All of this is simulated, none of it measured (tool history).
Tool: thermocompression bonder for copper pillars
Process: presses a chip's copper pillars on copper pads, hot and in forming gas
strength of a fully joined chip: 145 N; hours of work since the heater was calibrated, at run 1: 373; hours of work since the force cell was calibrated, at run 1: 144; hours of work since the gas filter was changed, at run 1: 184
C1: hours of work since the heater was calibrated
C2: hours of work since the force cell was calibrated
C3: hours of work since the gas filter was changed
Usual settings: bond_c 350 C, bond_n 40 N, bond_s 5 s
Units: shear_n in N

run 1 hour=0.0 | bond_c=350 bond_n=40 bond_s=5 | C1=373 C2=144 C3=184 | shear_n=74.4
-- hour=9.4 forming gas filter changed
run 2 hour=16.8 | bond_c=350 bond_n=40 bond_s=5 | C1=384 C2=156 C3=5 | shear_n=72.8
run 3 hour=37.8 | bond_c=350 bond_n=40 bond_s=5 | C1=398 C2=170 C3=19 | shear_n=74.0
run 4 hour=56.4 | bond_c=350 bond_n=40 bond_s=5 | C1=411 C2=182 C3=32 | shear_n=73.2
run 5 hour=80.6 | bond_c=343 bond_n=40 bond_s=5 | C1=427 C2=199 C3=48 | shear_n=69.0
run 6 hour=91.2 | bond_c=343 bond_n=40 bond_s=5 | C1=434 C2=206 C3=55 | shear_n=70.0
run 7 hour=112.1 | bond_c=343 bond_n=40 bond_s=5 | C1=448 C2=220 C3=69 | shear_n=69.2
run 8 hour=135.8 | bond_c=343 bond_n=40 bond_s=5 | C1=464 C2=236 C3=86 | shear_n=69.7
run 9 hour=147.6 | bond_c=343 bond_n=40 bond_s=5 | C1=472 C2=244 C3=94 | shear_n=68.2
run 10 hour=158.8 | bond_c=350 bond_n=58 bond_s=5 | C1=480 C2=252 C3=101 | shear_n=100.9
run 11 hour=172.2 | bond_c=321 bond_n=44 bond_s=3 | C1=489 C2=261 C3=110 | shear_n=51.6
run 12 hour=183.4 | bond_c=375 bond_n=27 bond_s=9 | C1=497 C2=268 C3=118 | shear_n=76.9
run 13 hour=196.4 | bond_c=371 bond_n=54 bond_s=9 | C1=505 C2=277 C3=127 | shear_n=123.8
run 14 hour=209.4 | bond_c=350 bond_n=26 bond_s=14 | C1=514 C2=286 C3=135 | shear_n=70.5
run 15 hour=220.5 | bond_c=380 bond_n=45 bond_s=14 | C1=522 C2=293 C3=143 | shear_n=125.0
run 16 hour=236.2 | bond_c=368 bond_n=40 bond_s=5 | C1=532 C2=304 C3=154 | shear_n=86.6

Forecast each of these 3 alternatives for the next run:
run A hour=254.2 | bond_c=350 bond_n=40 bond_s=3 | C1=544 C2=316 C3=166 | shear_n=?
run B hour=254.2 | bond_c=350 bond_n=40 bond_s=13 | C1=544 C2=316 C3=166 | shear_n=?
run C hour=254.2 | bond_c=334 bond_n=40 bond_s=5 | C1=544 C2=316 C3=166 | shear_n=?

run=A shear_n=62.7
run=B shear_n=100.3
run=C shear_n=63.7
Without the tool's hidden state the same runs would have given:
run=A shear_n=62.6
run=B shear_n=100.2
run=C shear_n=63.7

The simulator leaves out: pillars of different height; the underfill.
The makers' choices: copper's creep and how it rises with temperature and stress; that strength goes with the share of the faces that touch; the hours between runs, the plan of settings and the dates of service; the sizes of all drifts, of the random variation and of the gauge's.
